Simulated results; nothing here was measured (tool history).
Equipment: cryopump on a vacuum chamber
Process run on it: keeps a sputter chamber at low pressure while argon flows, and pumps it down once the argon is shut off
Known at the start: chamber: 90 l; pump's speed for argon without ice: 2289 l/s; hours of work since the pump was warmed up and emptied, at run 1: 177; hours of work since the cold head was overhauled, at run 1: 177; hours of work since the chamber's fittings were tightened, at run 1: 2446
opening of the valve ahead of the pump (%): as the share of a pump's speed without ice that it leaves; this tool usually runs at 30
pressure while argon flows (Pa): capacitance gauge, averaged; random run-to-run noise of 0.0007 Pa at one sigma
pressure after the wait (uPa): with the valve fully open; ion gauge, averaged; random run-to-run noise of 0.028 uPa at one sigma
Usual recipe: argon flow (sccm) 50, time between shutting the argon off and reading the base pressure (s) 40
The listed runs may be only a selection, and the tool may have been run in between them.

| run | hour | argon flow (sccm) | time between shutting the argon off and reading the base pressure (s) | opening of the valve ahead of the pump (%) | hours of work since the pump was warmed up and emptied | hours of work since the cold head was overhauled | hours of work since the chamber's fittings were tightened | pressure while argon flows (Pa) | pressure after the wait (uPa) |
|---|---|---|---|---|---|---|---|---|---|
| 1 | 0 | 50 | 40 | 30 | 177 | 177 | 2446 | 0.1257 | 2.48 |
| 2 | 95.8 | 50 | 40 | 30 | 249 | 249 | 2518 | 0.1251 | 2.56 |
| 3 | 135.7 | 50 | 217 | 30 | 279 | 279 | 2548 | 0.1257 | 1.64 |
| 4 | 194 | 69 | 40 | 30 | 324 | 324 | 2593 | 0.1746 | 2.57 |
| 5 | 234.4 | 69 | 40 | 30 | 354 | 354 | 2623 | 0.1762 | 2.59 |
| 6 | 283.9 | 69 | 40 | 30 | 392 | 392 | 2661 | 0.176 | 2.62 |
|  | 291.4 | leaking fittings of the chamber tightened, without venting |
| 7 | 368.8 | 69 | 40 | 30 | 455 | 455 | 59 | 0.1765 | 1.47 |
| 8 | 456 | 69 | 40 | 30 | 521 | 521 | 125 | 0.1783 | 1.47 |
| 9 | 519.7 | 69 | 40 | 30 | 569 | 569 | 173 | 0.1795 | 1.51 |
| 10 | 592.4 | 69 | 40 | 30 | 624 | 624 | 228 | 0.1792 | 1.51 |
| 11 | 657.1 | 69 | 40 | 30 | 673 | 673 | 277 | 0.1794 | 1.59 |
| 12 | 702.5 | 69 | 40 | 30 | 707 | 707 | 311 | 0.1817 | 1.56 |
| 13 | 752.1 | 22 | 40 | 30 | 745 | 745 | 349 | 0.0584 | 1.66 |
| 14 | 847.7 | 22 | 40 | 30 | 817 | 817 | 421 | 0.0596 | 1.61 |
| 15 | 933.4 | 22 | 40 | 16 | 882 | 882 | 486 | 0.107 | 1.77 |
| 16 | 1009.8 | 50 | 30 | 30 | 940 | 940 | 544 | 0.135 | 2.19 |
| 17 | 1077.5 | 50 | 30 | 30 | 991 | 991 | 596 | 0.1365 | 2.25 |
| 18 | 1131.2 | 50 | 30 | 30 | 1032 | 1032 | 636 | 0.1362 | 2.26 |
| 19 | 1223.9 | 50 | 30 | 30 | 1102 | 1102 | 706 | 0.1388 | 2.31 |
| 20 | 1296.7 | 50 | 30 | 30 | 1158 | 1158 | 762 | 0.1397 | 2.38 |
|  | 1317.5 | pump warmed up, emptied and cooled again |
| 21 | 1345.3 | 50 | 30 | 30 | 21 | 1191 | 795 | 0.1233 | 2.18 |
| 22 | 1387.4 | 61 | 285 | 44 | 53 | 1222 | 827 | 0.1043 | 0.71 |
| 23 | 1436.4 | 56 | 27 | 37 | 90 | 1260 | 864 | 0.1134 | 2.38 |
| 24 | 1531.3 | 28 | 147 | 19 | 162 | 1332 | 936 | 0.1105 | 0.97 |
| 25 | 1587.9 | 37 | 296 | 57 | 205 | 1374 | 978 | 0.0496 | 0.81 |
| 26 | 1635.5 | 28 | 40 | 30 | 241 | 1410 | 1014 | 0.071 | 1.85 |
| 27 | 1681.4 | 34 | 183 | 21 | 276 | 1445 | 1049 | 0.1203 | 0.94 |
| 28 | 1722.6 | 64 | 228 | 28 | 307 | 1476 | 1081 | 0.1748 | 0.96 |
| 29 | 1797.7 | 64 | 228 | 28 | 364 | 1533 | 1137 | 0.1756 | 0.89 |
| 30 | 1837.6 | 64 | 228 | 28 | 394 | 1564 | 1168 | 0.1739 | 0.98 |
| 31 | 1920.6 | 46 | 225 | 28 | 457 | 1626 | 1230 | 0.1269 | 1.05 |
| 32 | 1970.7 | 70 | 81 | 16 | 495 | 1664 | 1269 | 0.3321 | 1.45 |
| 33 | 2032.5 | 70 | 81 | 16 | 542 | 1711 | 1315 | 0.3329 | 1.53 |
| 34 | 2087.8 | 24 | 81 | 18 | 584 | 1753 | 1357 | 0.103 | 1.55 |

Hidden condition of the tool, last listed run before each entry between runs versus first listed run after:
From run 6 to run 7: leaking fittings of the chamber tightened, without venting (hour 291.4)
  pump's speed, % of a pump's without ice: 89.9 -> 88.3; cold plate's temperature, K: 12.33 -> 12.36; leak into the chamber, uPa l/s: 2944 -> 422
  the result without the hidden state subtracted from the measured one, pressure while argon flows (Pa): +0.0061 -> +0.0071; pressure after the wait (uPa): +1.3 -> +0.08
From run 20 to run 21: pump warmed up, emptied and cooled again (hour 1317.5)
  pump's speed, % of a pump's without ice: 69.3 -> 99.2; cold plate's temperature, K: 12.67 -> 12.69; leak into the chamber, uPa l/s: 1110 -> 1144
  the result without the hidden state subtracted from the measured one, pressure while argon flows (Pa): +0.017 -> +0.0008; pressure after the wait (uPa): +0.58 -> +0.38
